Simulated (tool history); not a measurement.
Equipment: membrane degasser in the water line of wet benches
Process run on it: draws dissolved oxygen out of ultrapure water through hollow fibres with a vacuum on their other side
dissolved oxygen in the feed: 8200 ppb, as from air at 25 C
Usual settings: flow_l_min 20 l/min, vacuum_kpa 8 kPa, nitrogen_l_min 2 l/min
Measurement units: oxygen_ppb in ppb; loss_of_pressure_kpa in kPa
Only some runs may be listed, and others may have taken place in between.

{"run": 1, "day": 0.0, "flow_l_min": 20, "vacuum_kpa": 8, "nitrogen_l_min": 2, "oxygen_ppb": 321.5, "loss_of_pressure_kpa": 39.42}
{"day": 10.858, "done": "seals of the vacuum lines changed"}
{"run": 2, "day": 10.858, "flow_l_min": 20, "vacuum_kpa": 8, "nitrogen_l_min": 2, "oxygen_ppb": 330.1, "loss_of_pressure_kpa": 39.5}
{"run": 3, "day": 22.946, "flow_l_min": 20, "vacuum_kpa": 8, "nitrogen_l_min": 2, "oxygen_ppb": 327.5, "loss_of_pressure_kpa": 39.5}
{"run": 4, "day": 28.788, "flow_l_min": 21, "vacuum_kpa": 8, "nitrogen_l_min": 2, "oxygen_ppb": 353.7, "loss_of_pressure_kpa": 41.56}
{"run": 5, "day": 40.358, "flow_l_min": 21, "vacuum_kpa": 8, "nitrogen_l_min": 2, "oxygen_ppb": 346.9, "loss_of_pressure_kpa": 41.26}
{"run": 6, "day": 51.946, "flow_l_min": 21, "vacuum_kpa": 8, "nitrogen_l_min": 2, "oxygen_ppb": 349.5, "loss_of_pressure_kpa": 41.73}
{"run": 7, "day": 59.033, "flow_l_min": 20, "vacuum_kpa": 8, "nitrogen_l_min": 2, "oxygen_ppb": 321, "loss_of_pressure_kpa": 39.8}
{"run": 8, "day": 65.842, "flow_l_min": 20, "vacuum_kpa": 8, "nitrogen_l_min": 2, "oxygen_ppb": 330.8, "loss_of_pressure_kpa": 39.85}
{"run": 9, "day": 75.262, "flow_l_min": 20, "vacuum_kpa": 8, "nitrogen_l_min": 2, "oxygen_ppb": 324, "loss_of_pressure_kpa": 39.64}
{"run": 10, "day": 81.592, "flow_l_min": 20, "vacuum_kpa": 8, "nitrogen_l_min": 2, "oxygen_ppb": 319.6, "loss_of_pressure_kpa": 39.62}
{"day": 82.646, "done": "membrane cartridge changed"}
{"run": 11, "day": 91.15, "flow_l_min": 20, "vacuum_kpa": 8, "nitrogen_l_min": 2, "oxygen_ppb": 322.8, "loss_of_pressure_kpa": 39.91}
{"run": 12, "day": 103.458, "flow_l_min": 20, "vacuum_kpa": 8, "nitrogen_l_min": 2, "oxygen_ppb": 323.5, "loss_of_pressure_kpa": 39.86}
{"run": 13, "day": 110.404, "flow_l_min": 20, "vacuum_kpa": 8, "nitrogen_l_min": 2, "oxygen_ppb": 325.5, "loss_of_pressure_kpa": 39.63}
{"run": 14, "day": 118.512, "flow_l_min": 20, "vacuum_kpa": 8, "nitrogen_l_min": 2, "oxygen_ppb": 324.2, "loss_of_pressure_kpa": 40.02}
{"run": 15, "day": 124.646, "flow_l_min": 20, "vacuum_kpa": 8, "nitrogen_l_min": 2, "oxygen_ppb": 316.5, "loss_of_pressure_kpa": 39.58}
{"run": 16, "day": 133.867, "flow_l_min": 20, "vacuum_kpa": 8, "nitrogen_l_min": 2, "oxygen_ppb": 319.2, "loss_of_pressure_kpa": 39.65}
{"run": 17, "day": 140.575, "flow_l_min": 14, "vacuum_kpa": 10.51, "nitrogen_l_min": 2.53, "oxygen_ppb": 202.8, "loss_of_pressure_kpa": 27.77}
{"run": 18, "day": 148.421, "flow_l_min": 30, "vacuum_kpa": 6.56, "nitrogen_l_min": 0.88, "oxygen_ppb": 638.4, "loss_of_pressure_kpa": 60.11}
{"day": 155.929, "done": "vacuum gauge calibrated"}
{"run": 19, "day": 161.004, "flow_l_min": 20, "vacuum_kpa": 11.59, "nitrogen_l_min": 2, "oxygen_ppb": 407, "loss_of_pressure_kpa": 40.06}
{"run": 20, "day": 172.55, "flow_l_min": 24, "vacuum_kpa": 19.33, "nitrogen_l_min": 5.97, "oxygen_ppb": 445.9, "loss_of_pressure_kpa": 48.01}
{"day": 177.9, "done": "seals of the vacuum lines changed"}
{"run": 21, "day": 182.767, "flow_l_min": 17, "vacuum_kpa": 7.51, "nitrogen_l_min": 1.11, "oxygen_ppb": 301.4, "loss_of_pressure_kpa": 33.8}
{"run": 22, "day": 193.621, "flow_l_min": 15, "vacuum_kpa": 12.1, "nitrogen_l_min": 2.22, "oxygen_ppb": 268.2, "loss_of_pressure_kpa": 29.91}
{"run": 23, "day": 205.9, "flow_l_min": 15, "vacuum_kpa": 12.1, "nitrogen_l_min": 2.22, "oxygen_ppb": 263.1, "loss_of_pressure_kpa": 29.73}
{"run": 24, "day": 212.738, "flow_l_min": 20, "vacuum_kpa": 8, "nitrogen_l_min": 1.1, "oxygen_ppb": 397.9, "loss_of_pressure_kpa": 40.22}
{"run": 25, "day": 224.162, "flow_l_min": 20, "vacuum_kpa": 8, "nitrogen_l_min": 2.46, "oxygen_ppb": 306.8, "loss_of_pressure_kpa": 39.89}
{"run": 26, "day": 237.033, "flow_l_min": 20, "vacuum_kpa": 18.24, "nitrogen_l_min": 3.11, "oxygen_ppb": 438.2, "loss_of_pressure_kpa": 40.44}
{"run": 27, "day": 245.517, "flow_l_min": 25, "vacuum_kpa": 9.06, "nitrogen_l_min": 1.34, "oxygen_ppb": 537.9, "loss_of_pressure_kpa": 50.21}
{"run": 28, "day": 251.846, "flow_l_min": 20, "vacuum_kpa": 8.94, "nitrogen_l_min": 2, "oxygen_ppb": 347.6, "loss_of_pressure_kpa": 39.85}
{"run": 29, "day": 258.708, "flow_l_min": 20, "vacuum_kpa": 8.94, "nitrogen_l_min": 2, "oxygen_ppb": 347.5, "loss_of_pressure_kpa": 40.09}
{"run": 30, "day": 267.671, "flow_l_min": 20, "vacuum_kpa": 4.98, "nitrogen_l_min": 1.38, "oxygen_ppb": 270, "loss_of_pressure_kpa": 40.28}
{"run": 31, "day": 276.425, "flow_l_min": 13, "vacuum_kpa": 13.89, "nitrogen_l_min": 5.23, "oxygen_ppb": 153.9, "loss_of_pressure_kpa": 26.68}
{"run": 32, "day": 283.429, "flow_l_min": 13, "vacuum_kpa": 13.89, "nitrogen_l_min": 5.23, "oxygen_ppb": 155.8, "loss_of_pressure_kpa": 26.4}

Some steps in loss_of_pressure_kpa, run to run, broken into two amounts with sign: the step expected even without the hidden condition (settings, incoming material, random variation), and the rest, left for the hidden condition together with whatever gauge scatter is not in both the measured and the hidden-condition-free result:
Hidden conditions of the tool in this case: membrane still open, %; true pressure behind the membrane over the reading, kPa; air that leaks in behind the membrane, l/min; drift of the gauge itself on oxygen_ppb, %; drift of the gauge itself on loss_of_pressure_kpa, %.
Run 17 -> 18: flow_l_min 14 -> 30, vacuum_kpa 10.51 -> 6.56, nitrogen_l_min 2.53 -> 0.88. loss_of_pressure_kpa +32.34 kPa: hidden state +0.41, all else +31.93.
Run 18 -> 19: flow_l_min 30 -> 20, vacuum_kpa 6.56 -> 11.59, nitrogen_l_min 0.88 -> 2, vacuum gauge calibrated. loss_of_pressure_kpa -20.05 kPa: hidden state -0.21, all else -19.84.
Run 20 -> 21: flow_l_min 24 -> 17, vacuum_kpa 19.33 -> 7.51, nitrogen_l_min 5.97 -> 1.11, seals of the vacuum lines changed. loss_of_pressure_kpa -14.21 kPa: hidden state -0.17, all else -14.04.
Run 26 -> 27: flow_l_min 20 -> 25, vacuum_kpa 18.24 -> 9.06, nitrogen_l_min 3.11 -> 1.34. loss_of_pressure_kpa +9.77 kPa: hidden state +0.24, all else +9.53.
Run 30 -> 31: flow_l_min 20 -> 13, vacuum_kpa 4.98 -> 13.89, nitrogen_l_min 1.38 -> 5.23. loss_of_pressure_kpa -13.6 kPa: hidden state -0.29, all else -13.31.
